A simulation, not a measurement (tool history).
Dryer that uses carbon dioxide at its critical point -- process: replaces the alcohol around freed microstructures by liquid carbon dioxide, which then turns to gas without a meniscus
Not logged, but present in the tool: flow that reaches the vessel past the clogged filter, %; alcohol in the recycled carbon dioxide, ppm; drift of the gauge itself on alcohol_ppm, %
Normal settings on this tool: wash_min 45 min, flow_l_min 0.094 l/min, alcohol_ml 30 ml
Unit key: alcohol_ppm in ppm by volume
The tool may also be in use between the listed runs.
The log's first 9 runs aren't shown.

run	day	wash_min	flow_l_min	alcohol_ml	hours of work since the filter was changed	hours of work since the purifier's bed was changed	alcohol_ppm
10	11.604	56	0.094	30	55	642	208
11	12.421	56	0.094	30	64	651	223
12	13.267	45	0.0692	30	74	661	569
13	14.104	45	0.0692	30	83	670	588
14	15.646	45	0.0692	30	100	687	602
15	17.338	45	0.0692	30	119	706	609
16	18.671	45	0.094	34	133	720	285
17	19.446	45	0.094	30	142	729	295
18	20.838	45	0.094	30	158	744	290
19	22.167	53	0.087	107	172	759	352
20	23.025	45	0.1178	30	182	769	263
21	23.925	45	0.1178	30	192	779	246
22	25.417	45	0.1464	48	208	795	260
23	26.296	66	0.0993	56	218	805	268
24	27.329	54	0.0993	56	229	816	268
25	28.258	54	0.0993	56	240	827	278
26	29.942	65	0.1148	30	258	845	262
27	31.229	54	0.0878	111	273	860	391
28	32.479	32	0.1415	26	286	873	292
29	33.825	71	0.108	81	301	888	289
# day 35.304: purifier's bed changed
30	35.304	51	0.0829	48	316	0	114
31	36.617	51	0.0829	48	331	15	127
32	37.742	51	0.0829	48	343	27	131
33	39.183	51	0.0829	48	359	43	135
34	40.138	51	0.0829	48	370	54	150

3 ways to go on from here, each from the tool as it stands after run 34. What would each give?
A	41.508	45	0.1108	26	385	69	?
B	41.508	33	0.1176	51	385	69	?
C	41.508	31	0.0829	48	385	69	?

run	alcohol_ppm
A	39
B	218
C	1684
With no hidden state in the tool, these same runs would have given:
run	alcohol_ppm
A	9
B	133
C	1285
